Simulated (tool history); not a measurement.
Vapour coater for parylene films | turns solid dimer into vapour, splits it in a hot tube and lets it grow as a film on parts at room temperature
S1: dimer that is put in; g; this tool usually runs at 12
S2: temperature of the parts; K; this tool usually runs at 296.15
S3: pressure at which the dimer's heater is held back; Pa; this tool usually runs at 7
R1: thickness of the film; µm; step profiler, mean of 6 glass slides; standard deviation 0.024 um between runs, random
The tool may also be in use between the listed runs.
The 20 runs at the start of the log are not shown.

run,hour,S1,S2,S3,R1
21,476.2,17,300.15,10.01,4.01
22,499.1,10,289.15,5.52,4.17
23,528.6,6,296.15,6.53,1.81
24,558.1,6,296.15,6.53,1.85
25,576.6,6,296.15,6.53,1.79
26,593.8,12,290.15,7,4.51
27,609.8,12,297.15,7,3.46
28,636.1,12,291.15,6.67,4.37
29,658.8,21,293.15,3.88,8.08
30,674.3,13,296.15,7,3.9
31,687.9,6,299.15,11.95,1.41
32,710.9,6,299.15,11.95,1.42
33,724.5,6,299.15,11.95,1.44
34,741.2,6,288.15,11.95,2.13
35,772.4,7,298.15,10.66,1.73
36,794,8,288.15,4.37,3.4
37,815.5,7,290.15,2.12,2.97
38,828.6,11,300.15,7,2.8
39,854.3,6,296.15,7,1.78
40,881.8,6,296.15,7,1.78

4 options for the next run, each taken on its own from the tool as it stands now. Forecast them:
A,910.4,10,306.15,2.31,?
B,910.4,12,296.15,3.53,?
C,910.4,12,305.15,7,?
D,910.4,6,296.15,6.52,?

run,R1
A,2.68
B,4.19
C,2.52
D,1.83
With no hidden state in the tool, these same runs would have given:
run,R1
A,2.83
B,4.43
C,2.67
D,1.93
